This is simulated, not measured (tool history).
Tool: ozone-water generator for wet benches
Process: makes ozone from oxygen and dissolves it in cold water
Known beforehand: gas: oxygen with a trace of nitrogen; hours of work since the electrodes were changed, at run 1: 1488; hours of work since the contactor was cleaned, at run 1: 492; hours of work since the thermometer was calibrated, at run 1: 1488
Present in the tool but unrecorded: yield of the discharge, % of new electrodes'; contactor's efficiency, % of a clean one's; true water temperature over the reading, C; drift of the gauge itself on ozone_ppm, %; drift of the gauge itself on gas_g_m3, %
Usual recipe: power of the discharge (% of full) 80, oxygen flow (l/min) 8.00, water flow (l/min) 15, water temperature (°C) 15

run   hour  power of the discharge (% of full)  oxygen flow (l/min)  water flow (l/min)  water temperature (°C)  hours of work since the electrodes were changed  hours of work since the contactor was cleaned  hours of work since the thermometer was calibrated  dissolved ozone (ppm)  ozone in the gas ahead of the water (g/m3)
  1    0.0                                  80                 8.00                  15                      15                                             1488                                            492                                                1488                   27.0                                       167.2
  2  110.6                                  80                 8.00                  15                      15                                             1582                                            586                                                1582                   26.4                                       166.0
  3  230.8                                  80                 5.71                  15                      15                                             1683                                            687                                                1683                   27.0                                       198.5
  4  327.0                                  80                 8.00                  15                      15                                             1765                                            769                                                1765                   26.7                                       165.6
  5  458.0                                  80                 8.00                  15                      15                                             1876                                            880                                                1876                   26.6                                       166.8
  6  534.3                                  83                 5.49                  15                      23                                             1941                                            945                                                1941                   24.4                                       208.9
  7  661.5                                  42                11.86                  12                      23                                             2049                                           1053                                                2049                   12.5                                        73.6
  8  752.9                                  91                13.96                  18                      11                                             2126                                           1130                                                2126                   27.4                                       141.9
  9  849.8                                  91                13.96                  18                      11                                             2208                                           1212                                                2208                   27.4                                       142.1
 10  918.8                                  80                 4.72                  13                      15                                             2267                                           1271                                                2267                   30.0                                       219.4

3 options for the next run, each taken on its own from the tool as it stands now. Forecast them:
  A  1021.4                                  50                 8.00                  15                      18                                             2354                                           1358                                                2354                      ?                                           ?
  B  1021.4                                  80                 9.04                  12                      15                                             2354                                           1358                                                2354                      ?                                           ?
  C  1021.4                                  80                11.00                  17                      15                                             2354                                           1358                                                2354                      ?                                           ?

run  dissolved ozone (ppm)  ozone in the gas ahead of the water (g/m3)
  A                   16.1                                       107.2
  B                   29.1                                       158.1
  C                   23.6                                       142.7
Stripped of hidden state, with their random variation kept, the same runs would have yielded:
run  dissolved ozone (ppm)  ozone in the gas ahead of the water (g/m3)
  A                   16.1                                       106.4
  B                   29.1                                       157.0
  C                   23.6                                       141.8
